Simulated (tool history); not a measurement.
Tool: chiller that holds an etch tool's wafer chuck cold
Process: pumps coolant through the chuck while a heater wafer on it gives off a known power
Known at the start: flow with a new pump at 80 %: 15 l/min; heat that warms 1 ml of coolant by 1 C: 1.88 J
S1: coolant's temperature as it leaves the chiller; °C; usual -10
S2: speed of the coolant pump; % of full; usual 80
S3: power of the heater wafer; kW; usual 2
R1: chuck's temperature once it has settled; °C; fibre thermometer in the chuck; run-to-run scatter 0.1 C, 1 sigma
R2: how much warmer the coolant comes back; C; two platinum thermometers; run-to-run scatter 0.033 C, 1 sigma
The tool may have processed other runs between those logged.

{"run": 1, "hour": 0.0, "S1": -10, "S2": 80, "S3": 2, "R1": 4.5, "R2": 4.32}
{"run": 2, "hour": 58.5, "S1": -10, "S2": 80, "S3": 2, "R1": 4.7, "R2": 4.32}
{"run": 3, "hour": 115.1, "S1": -15, "S2": 80, "S3": 2, "R1": -0.4, "R2": 4.35}
{"run": 4, "hour": 149.7, "S1": -15, "S2": 80, "S3": 2, "R1": -0.4, "R2": 4.31}
{"run": 5, "hour": 195.5, "S1": -15, "S2": 80, "S3": 1.047, "R1": -7.2, "R2": 2.33}
{"run": 6, "hour": 227.0, "S1": -15, "S2": 80, "S3": 1.047, "R1": -7.3, "R2": 2.26}
{"run": 7, "hour": 284.5, "S1": -15, "S2": 83, "S3": 1.047, "R1": -7.4, "R2": 2.2}
{"run": 8, "hour": 341.3, "S1": -15, "S2": 83, "S3": 1.047, "R1": -7.4, "R2": 2.21}
{"run": 9, "hour": 380.2, "S1": -15, "S2": 83, "S3": 1.047, "R1": -7.4, "R2": 2.25}
{"run": 10, "hour": 424.4, "S1": -15, "S2": 83, "S3": 1.047, "R1": -7.5, "R2": 2.21}
{"run": 11, "hour": 481.8, "S1": -15, "S2": 83, "S3": 1.047, "R1": -7.5, "R2": 2.19}
{"run": 12, "hour": 536.2, "S1": -10, "S2": 80, "S3": 2, "R1": 4.7, "R2": 4.37}
{"run": 13, "hour": 574.5, "S1": -10, "S2": 80, "S3": 2, "R1": 4.8, "R2": 4.35}
{"run": 14, "hour": 608.0, "S1": -10, "S2": 80, "S3": 1.675, "R1": 2.3, "R2": 3.65}
{"run": 15, "hour": 650.3, "S1": -10, "S2": 80, "S3": 1.118, "R1": -1.6, "R2": 2.45}
{"run": 16, "hour": 687.9, "S1": -10, "S2": 80, "S3": 1.118, "R1": -1.6, "R2": 2.46}
{"run": 17, "hour": 722.8, "S1": -10, "S2": 80, "S3": 2, "R1": 4.9, "R2": 4.35}
{"run": 18, "hour": 765.6, "S1": -2, "S2": 88, "S3": 2, "R1": 11.8, "R2": 4.01}
{"run": 19, "hour": 814.6, "S1": -2, "S2": 88, "S3": 2, "R1": 11.7, "R2": 3.96}
{"run": 20, "hour": 854.8, "S1": -3, "S2": 98, "S3": 2.368, "R1": 11.9, "R2": 4.2}
{"run": 21, "hour": 898.6, "S1": -15, "S2": 77, "S3": 1.212, "R1": -5.5, "R2": 2.8}
{"run": 22, "hour": 949.6, "S1": -15, "S2": 85, "S3": 1.948, "R1": -1.2, "R2": 4.05}
{"run": 23, "hour": 1000.8, "S1": -10, "S2": 80, "S3": 1.069, "R1": -2.2, "R2": 2.38}
{"run": 24, "hour": 1057.4, "S1": -18, "S2": 80, "S3": 2.997, "R1": 4.2, "R2": 6.53}
{"run": 25, "hour": 1082.6, "S1": -7, "S2": 95, "S3": 2.159, "R1": 7.1, "R2": 4.01}
{"run": 26, "hour": 1138.3, "S1": -12, "S2": 88, "S3": 1.928, "R1": 1.3, "R2": 3.82}
{"run": 27, "hour": 1169.2, "S1": -10, "S2": 73, "S3": 2, "R1": 6, "R2": 4.89}
{"run": 28, "hour": 1210.5, "S1": -10, "S2": 80, "S3": 2.619, "R1": 9.6, "R2": 5.67}
{"run": 29, "hour": 1262.8, "S1": -14, "S2": 85, "S3": 1.222, "R1": -5, "R2": 2.47}
{"run": 30, "hour": 1287.9, "S1": -14, "S2": 85, "S3": 1.222, "R1": -5.2, "R2": 2.49}
{"run": 31, "hour": 1347.7, "S1": -14, "S2": 74, "S3": 1.663, "R1": -0.8, "R2": 3.94}
{"run": 32, "hour": 1405.4, "S1": 0, "S2": 65, "S3": 2.821, "R1": 24.3, "R2": 7.66}
{"run": 33, "hour": 1446.6, "S1": -20, "S2": 80, "S3": 1.318, "R1": -10, "R2": 2.92}

Alternative continuations, all from the tool just after run 33; predict every row:
{"run": "A", "hour": 1483.0, "S1": -16, "S2": 69, "S3": 2, "R1": "?", "R2": "?"}
{"run": "B", "hour": 1483.0, "S1": -20, "S2": 71, "S3": 1.318, "R1": "?", "R2": "?"}
{"run": "C", "hour": 1483.0, "S1": -10, "S2": 86, "S3": 2, "R1": "?", "R2": "?"}

run=A R1=0.5 R2=5.08
run=B R1=-9.2 R2=3.26
run=C R1=4.3 R2=4.08
Had the tool no hidden state, the same runs would have come out as:
run=A R1=-0.5 R2=4.93
run=B R1=-10 R2=3.17
run=C R1=3.4 R2=3.96
